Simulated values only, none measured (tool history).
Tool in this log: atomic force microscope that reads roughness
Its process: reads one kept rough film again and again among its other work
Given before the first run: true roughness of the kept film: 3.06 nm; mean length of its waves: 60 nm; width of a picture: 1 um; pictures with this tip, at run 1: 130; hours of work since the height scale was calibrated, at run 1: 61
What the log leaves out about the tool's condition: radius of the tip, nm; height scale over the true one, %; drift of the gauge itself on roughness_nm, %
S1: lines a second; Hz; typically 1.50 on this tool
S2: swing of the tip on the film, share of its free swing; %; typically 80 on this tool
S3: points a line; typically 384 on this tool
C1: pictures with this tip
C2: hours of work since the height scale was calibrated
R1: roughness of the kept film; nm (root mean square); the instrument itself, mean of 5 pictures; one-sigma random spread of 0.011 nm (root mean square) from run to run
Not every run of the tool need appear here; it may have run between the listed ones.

{"run": 1, "hour": 0.0, "S1": 1.5, "S2": 80, "S3": 384, "C1": 130, "C2": 61, "R1": 2.559}
{"run": 2, "hour": 4.6, "S1": 1.5, "S2": 78, "S3": 384, "C1": 142, "C2": 65, "R1": 2.555}
{"run": 3, "hour": 11.7, "S1": 1.5, "S2": 78, "S3": 384, "C1": 162, "C2": 70, "R1": 2.565}
{"run": 4, "hour": 18.7, "S1": 1.5, "S2": 78, "S3": 384, "C1": 181, "C2": 76, "R1": 2.538}
{"run": 5, "hour": 26.3, "S1": 1.5, "S2": 80, "S3": 384, "C1": 201, "C2": 82, "R1": 2.479}
{"run": 6, "hour": 34.2, "S1": 1.5, "S2": 80, "S3": 684, "C1": 223, "C2": 88, "R1": 2.466}
{"run": 7, "hour": 42.5, "S1": 1.5, "S2": 80, "S3": 684, "C1": 245, "C2": 94, "R1": 2.472}
{"run": 8, "hour": 49.0, "S1": 1.5, "S2": 80, "S3": 684, "C1": 263, "C2": 100, "R1": 2.429}
{"run": 9, "hour": 54.6, "S1": 1.5, "S2": 80, "S3": 684, "C1": 278, "C2": 104, "R1": 2.438}
{"hour": 57.9, "done": "new tip fitted"}
{"run": 10, "hour": 58.8, "S1": 1.5, "S2": 80, "S3": 387, "C1": 2, "C2": 107, "R1": 2.627}
{"hour": 60.4, "done": "height scale calibrated on a step standard"}
{"run": 11, "hour": 68.6, "S1": 0.69, "S2": 68, "S3": 445, "C1": 26, "C2": 6, "R1": 2.868}
{"run": 12, "hour": 77.1, "S1": 3.6, "S2": 74, "S3": 610, "C1": 49, "C2": 13, "R1": 2.394}
{"run": 13, "hour": 84.4, "S1": 3.6, "S2": 74, "S3": 610, "C1": 69, "C2": 19, "R1": 2.359}
{"run": 14, "hour": 90.0, "S1": 0.94, "S2": 74, "S3": 641, "C1": 84, "C2": 23, "R1": 2.739}

Each row is a separate what-if for the run after 14, all from the same tool condition, not one after another. Results?
{"hour": 93.1, "done": "height scale calibrated on a step standard, once more"}
{"run": "A", "hour": 100.0, "S1": 1.54, "S2": 75, "S3": 767, "C1": 109, "C2": 5, "R1": "?"}
{"hour": 93.1, "done": "height scale calibrated on a step standard, once more"}
{"run": "B", "hour": 100.0, "S1": 0.94, "S2": 74, "S3": 641, "C1": 109, "C2": 5, "R1": "?"}
{"hour": 93.1, "done": "height scale calibrated on a step standard, once more"}
{"run": "C", "hour": 100.0, "S1": 0.94, "S2": 74, "S3": 470, "C1": 109, "C2": 5, "R1": "?"}
{"hour": 93.1, "done": "height scale calibrated on a step standard, once more"}
{"run": "D", "hour": 100.0, "S1": 1.5, "S2": 80, "S3": 784, "C1": 109, "C2": 5, "R1": "?"}
{"hour": 93.1, "done": "height scale calibrated on a step standard, once more"}
{"run": "E", "hour": 100.0, "S1": 0.69, "S2": 74, "S3": 635, "C1": 109, "C2": 5, "R1": "?"}

run=A R1=2.621
run=B R1=2.717
run=C R1=2.706
run=D R1=2.540
run=E R1=2.780
Without the tool's unlogged condition, the same runs would have read:
run=A R1=2.711
run=B R1=2.810
run=C R1=2.799
run=D R1=2.627
run=E R1=2.875

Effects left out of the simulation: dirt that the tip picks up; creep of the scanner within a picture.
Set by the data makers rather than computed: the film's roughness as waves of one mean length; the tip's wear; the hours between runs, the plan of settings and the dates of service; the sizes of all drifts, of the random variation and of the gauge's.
